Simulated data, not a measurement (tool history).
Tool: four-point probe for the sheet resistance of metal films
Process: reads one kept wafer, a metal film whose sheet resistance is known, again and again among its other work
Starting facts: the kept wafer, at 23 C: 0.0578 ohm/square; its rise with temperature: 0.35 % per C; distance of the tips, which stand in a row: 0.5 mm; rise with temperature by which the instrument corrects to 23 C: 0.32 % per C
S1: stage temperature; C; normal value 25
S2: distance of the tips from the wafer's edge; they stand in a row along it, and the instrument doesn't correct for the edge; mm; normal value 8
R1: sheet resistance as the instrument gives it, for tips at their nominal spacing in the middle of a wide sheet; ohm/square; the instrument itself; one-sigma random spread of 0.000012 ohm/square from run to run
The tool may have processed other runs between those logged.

run 1 hour=0 | S1=25 S2=8 | R1=0.058373
run 2 hour=72.9 | S1=25 S2=8 | R1=0.058409
run 3 hour=113.5 | S1=25 S2=41 | R1=0.058337
run 4 hour=171.4 | S1=25 S2=41 | R1=0.058361
run 5 hour=247.4 | S1=25 S2=41 | R1=0.058405
run 6 hour=325 | S1=25 S2=41 | R1=0.058457
run 7 hour=399.1 | S1=25 S2=41 | R1=0.05849
run 8 hour=451.4 | S1=25 S2=34 | R1=0.058534
run 9 hour=507.4 | S1=25 S2=34 | R1=0.058573
-- hour=524.2 new probe head fitted
run 10 hour=546.6 | S1=25 S2=34 | R1=0.057851
run 11 hour=579.3 | S1=23 S2=4 | R1=0.058307
run 12 hour=655.3 | S1=23 S2=4 | R1=0.058348
run 13 hour=695.2 | S1=24 S2=8 | R1=0.058022
run 14 hour=743.7 | S1=22 S2=23 | R1=0.057915
run 15 hour=819.2 | S1=22 S2=23 | R1=0.057957

Below are 3 alternative next runs, each starting from the tool's condition after run 15. Predict each:
run A hour=873.8 | S1=22 S2=4 | R1=?
run B hour=873.8 | S1=23 S2=8 | R1=?
run C hour=873.8 | S1=25 S2=45 | R1=?

run=A R1=0.058486
run=B R1=0.058126
run=C R1=0.058051
With the hidden condition removed and each run's random variation left untouched, the same runs would have given:
run=A R1=0.058275
run=B R1=0.057916
run=C R1=0.057842
